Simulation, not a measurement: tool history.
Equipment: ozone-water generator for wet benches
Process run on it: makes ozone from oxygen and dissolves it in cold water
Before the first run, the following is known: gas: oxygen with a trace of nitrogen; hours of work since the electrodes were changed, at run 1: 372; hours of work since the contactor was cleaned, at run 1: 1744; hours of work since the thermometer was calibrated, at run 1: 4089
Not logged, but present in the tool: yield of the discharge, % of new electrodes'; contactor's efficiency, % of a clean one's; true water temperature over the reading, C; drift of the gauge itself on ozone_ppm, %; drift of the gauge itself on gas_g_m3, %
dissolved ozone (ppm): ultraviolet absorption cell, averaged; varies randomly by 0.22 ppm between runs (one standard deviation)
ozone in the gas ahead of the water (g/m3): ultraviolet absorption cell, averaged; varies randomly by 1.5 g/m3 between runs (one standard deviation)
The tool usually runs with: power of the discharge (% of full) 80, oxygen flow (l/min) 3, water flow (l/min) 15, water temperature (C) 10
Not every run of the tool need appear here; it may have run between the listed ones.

run,hour,power of the discharge (% of full),oxygen flow (l/min),water flow (l/min),water temperature (C),hours of work since the electrodes were changed,hours of work since the contactor was cleaned,hours of work since the thermometer was calibrated,dissolved ozone (ppm),ozone in the gas ahead of the water (g/m3)
1,0,80,3,15,10,372,1744,4089,32.4,280.1
2,84.1,80,2.08,15,10,429,1801,4145,29.4,334.5
3,141.8,80,3,15,10,467,1839,4184,31.8,282.2
4,209.4,80,3,17,10,513,1885,4229,28.6,279.9
5,275.9,80,3,17,10,557,1929,4274,28.9,281
6,331.7,80,3,15,7,595,1967,4311,33.1,283.6
7,434.3,80,3,15,7,664,2035,4380,32.8,282.1
8,506.8,80,3,15,7,712,2084,4429,32.5,277.4
9,593.6,80,3,15,7,770,2142,4487,32.6,280.4
10,670.9,80,3,15,7,822,2194,4539,33.1,277.4
11,766.3,80,3,15,7,886,2258,4603,32.9,279.1
# hour 820.7: water thermometer calibrated
12,864.9,80,3,15,7,952,2324,30,33.1,280
13,948.3,90,3,15,7,1008,2380,86,37.1,311.1
14,1024.3,80,3.94,15,10,1059,2431,136,33.7,246.6
15,1111.5,89,3,15,10,1117,2489,195,35.1,309.1
16,1177.8,89,3,15,10,1162,2534,239,35.2,310.6
17,1230.5,89,3,15,10,1197,2569,275,35.4,305.5
18,1326.5,80,2.01,15,10,1261,2633,339,28.7,339.8
19,1414.9,41,2.48,11,17,1321,2693,398,20.4,170.2
20,1483.6,49,1.64,11,10,1367,2739,444,23.1,242.7
21,1548.3,55,3,18,10,1410,2782,488,20,199.9
22,1594.8,55,3,18,10,1441,2813,519,19.8,203.3
23,1695.3,55,3,18,10,1509,2881,586,19.9,203.5
24,1773.3,80,1.8,15,10,1561,2933,639,28.1,356.5
25,1856.4,80,1.8,15,10,1617,2989,694,27.8,355.1
26,1951,80,1.8,15,10,1680,3052,758,27.9,356.6
27,2036.8,80,1.8,15,10,1738,3110,815,28.1,355.3
28,2110,87,3,12,10,1787,3159,864,40.9,304.8
29,2172,87,3,12,10,1828,3200,906,40.6,298.4
30,2271.6,87,3,12,10,1895,3267,973,41.2,303.9
31,2369.7,87,3,12,10,1961,3333,1039,41.3,301.6
32,2423.2,80,3,21,13,1997,3369,1074,23.2,282.2
33,2482.3,80,2.05,21,5,2036,3408,1114,21.8,338.4

4 ways to go on from here, each from the tool as it stands after run 33. What would each give?
A,2586.7,80,3,19,10,2106,3478,1184,?,?
B,2586.7,80,3,22,10,2106,3478,1184,?,?
C,2586.7,43,3,15,10,2106,3478,1184,?,?
D,2586.7,80,2.05,12,14,2106,3478,1184,?,?

run,dissolved ozone (ppm),ozone in the gas ahead of the water (g/m3)
A,26.3,283.2
B,22.6,281.2
C,18.3,161.3
D,33.9,336.4
Stripped of hidden state, with their random variation kept, the same runs would have yielded:
run,dissolved ozone (ppm),ozone in the gas ahead of the water (g/m3)
A,26.4,283.5
B,22.6,281.4
C,18.3,161.3
D,34,336.8

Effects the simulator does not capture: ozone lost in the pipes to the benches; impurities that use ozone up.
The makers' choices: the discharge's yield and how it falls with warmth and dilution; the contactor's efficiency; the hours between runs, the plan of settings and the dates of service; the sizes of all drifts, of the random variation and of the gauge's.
